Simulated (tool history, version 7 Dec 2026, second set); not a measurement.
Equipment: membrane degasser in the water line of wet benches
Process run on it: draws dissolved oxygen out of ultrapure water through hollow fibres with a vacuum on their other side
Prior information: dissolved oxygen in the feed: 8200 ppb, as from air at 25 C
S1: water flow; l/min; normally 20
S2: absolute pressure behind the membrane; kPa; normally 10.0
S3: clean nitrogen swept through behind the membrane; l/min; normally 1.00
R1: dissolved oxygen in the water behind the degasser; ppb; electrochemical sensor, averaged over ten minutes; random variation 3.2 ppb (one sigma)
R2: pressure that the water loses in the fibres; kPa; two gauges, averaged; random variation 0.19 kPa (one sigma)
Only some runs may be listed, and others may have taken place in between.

run	hour	S1	S2	S3	R1	R2
1	0.0	20	10.0	1.00	320.0	39.72
2	184.9	20	10.0	0.69	423.8	39.68
3	376.5	20	10.0	1.00	317.1	39.60
4	656.4	20	22.2	1.00	799.9	39.63
5	844.4	20	22.2	1.00	792.6	39.73
6	1085.4	20	22.2	1.00	808.6	39.46
7	1381.6	20	10.0	0.88	345.7	39.52
8	1534.6	20	10.0	0.88	352.0	39.23
9	1691.8	20	10.0	0.88	353.2	39.33
10	1931.3	20	10.0	1.00	318.6	39.43
11	2219.3	20	10.0	1.00	318.6	39.43
12	2361.8	20	11.7	1.00	389.1	39.33
13	2519.0	16	10.0	1.00	254.6	31.26
14	2812.1	25	10.9	1.00	444.5	49.09
# hour 2862.7: seals of the vacuum lines changed
15	2991.1	16	10.0	1.00	251.9	31.39
16	3224.0	20	17.7	0.73	790.9	39.24
17	3350.3	20	17.7	0.82	735.7	39.10
18	3559.7	20	17.7	0.82	742.6	38.64
19	3867.6	20	18.3	1.93	368.9	38.59
20	4120.6	15	9.3	2.27	102.5	29.03
21	4377.7	17	11.8	1.00	331.3	33.00
22	4668.7	13	11.8	1.00	256.7	24.98
23	4801.8	13	11.8	1.00	255.9	25.11
24	4937.9	29	21.9	1.89	694.7	56.34
# hour 5008.3: vacuum gauge calibrated
25	5200.0	20	8.5	1.00	252.8	38.96
# hour 5284.9: gauge calibrated
26	5486.3	20	8.5	1.00	256.2	39.51

Some steps in R2, run to run, broken into two amounts with sign: the step expected even without the hidden condition (settings, incoming material, random variation), and the rest, left for the hidden condition together with whatever gauge scatter is not in both the measured and the hidden-condition-free result:
Unlogged tool condition in this case: membrane still open, %; true pressure behind the membrane over the reading, kPa; air that leaks in behind the membrane, l/min; drift of the gauge itself on oxygen_ppb, %; drift of the gauge itself on loss_of_pressure_kpa, %.
Run 13 -> 14: S1 16 -> 25, S2 10.0 -> 10.9. R2 +17.83 kPa: hidden state -0.29, all else +18.12.
Run 23 -> 24: S1 13 -> 29, S2 11.8 -> 21.9, S3 1.00 -> 1.89. R2 +31.23 kPa: hidden state -0.79, all else +32.02.
Run 25 -> 26: gauge calibrated. R2 +0.55 kPa: hidden state +1.02, all else -0.47.
